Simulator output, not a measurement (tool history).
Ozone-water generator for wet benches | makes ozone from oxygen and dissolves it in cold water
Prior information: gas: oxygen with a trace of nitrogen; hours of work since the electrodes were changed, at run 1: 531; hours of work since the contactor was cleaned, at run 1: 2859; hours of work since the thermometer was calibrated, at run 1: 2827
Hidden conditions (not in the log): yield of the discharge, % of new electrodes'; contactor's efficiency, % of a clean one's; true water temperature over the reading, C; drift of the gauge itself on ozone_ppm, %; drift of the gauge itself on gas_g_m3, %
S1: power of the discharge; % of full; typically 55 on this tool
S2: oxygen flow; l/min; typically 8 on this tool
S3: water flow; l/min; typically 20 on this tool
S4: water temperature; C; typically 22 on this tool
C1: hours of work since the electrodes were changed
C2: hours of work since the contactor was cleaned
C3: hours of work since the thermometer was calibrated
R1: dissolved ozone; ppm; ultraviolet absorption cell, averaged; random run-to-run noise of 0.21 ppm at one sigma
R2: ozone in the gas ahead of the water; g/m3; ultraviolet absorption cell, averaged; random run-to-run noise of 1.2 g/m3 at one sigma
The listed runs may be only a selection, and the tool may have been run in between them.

Run 1, hour 0: usual settings; C1 531; C2 2859; C3 2827. Result: R1 29.7 ppm, R2 222.1 g/m3.
Run 2, hour 15.2: usual settings; C1 541; C2 2869; C3 2837. Result: R1 29.6 ppm, R2 219.7 g/m3.
Run 3, hour 32.9: usual settings; C1 554; C2 2882; C3 2850. Result: R1 29.7 ppm, R2 221.4 g/m3.
Run 4, hour 51.2: usual settings but S4 16 C; C1 567; C2 2895; C3 2863. Result: R1 33.3 ppm, R2 220.6 g/m3.
Run 5, hour 71.2: usual settings; C1 581; C2 2909; C3 2877. Result: R1 29.5 ppm, R2 218.8 g/m3.
Run 6, hour 95.8: usual settings; C1 599; C2 2927; C3 2895. Result: R1 29.4 ppm, R2 220 g/m3.
Run 7, hour 123.1: usual settings; C1 618; C2 2946; C3 2914. Result: R1 29.7 ppm, R2 219.5 g/m3.
Run 8, hour 144.4: usual settings but S1 76 % of full; C1 633; C2 2961; C3 2929. Result: R1 35.9 ppm, R2 267.3 g/m3.
Run 9, hour 173.9: usual settings but S1 76 % of full; C1 654; C2 2982; C3 2950. Result: R1 35.3 ppm, R2 266.7 g/m3.
Run 10, hour 202.3: usual settings but S1 76 % of full, S2 7.56 l/min, S4 19 C; C1 675; C2 3002; C3 2970. Result: R1 37.5 ppm, R2 272 g/m3.
Run 11, hour 224.1: usual settings but S1 76 % of full, S2 12.33 l/min, S3 25 l/min, S4 19 C; C1 690; C2 3018; C3 2986. Result: R1 34.2 ppm, R2 224.1 g/m3.
Run 12, hour 251.7: usual settings but S1 69 % of full, S2 13.32 l/min; C1 710; C2 3038; C3 3006. Result: R1 33.2 ppm, R2 209.1 g/m3.
Run 13, hour 268: usual settings but S1 69 % of full, S2 13.32 l/min, S3 16 l/min, S4 17 C; C1 721; C2 3049; C3 3017. Result: R1 41.5 ppm, R2 210 g/m3.
Run 14, hour 289.4: usual settings but S1 98 % of full, S2 8.8 l/min, S3 31 l/min; C1 736; C2 3064; C3 3032. Result: R1 31.9 ppm, R2 295.4 g/m3.

Run 15, settings as shown, results not yet in. Your forecast:
Run 15, hour 307.8: usual settings but S1 98 % of full, S2 8.8 l/min, S3 17 l/min, S4 17 C; C1 750; C2 3078; C3 3045. Result: R1 ?, R2 ?.

Run 15 produced R1 50 ppm, R2 301 g/m3.
If the tool had no hidden condition, the same run with the same run-to-run variation would have returned R1 52.7 ppm, R2 306.6 g/m3.
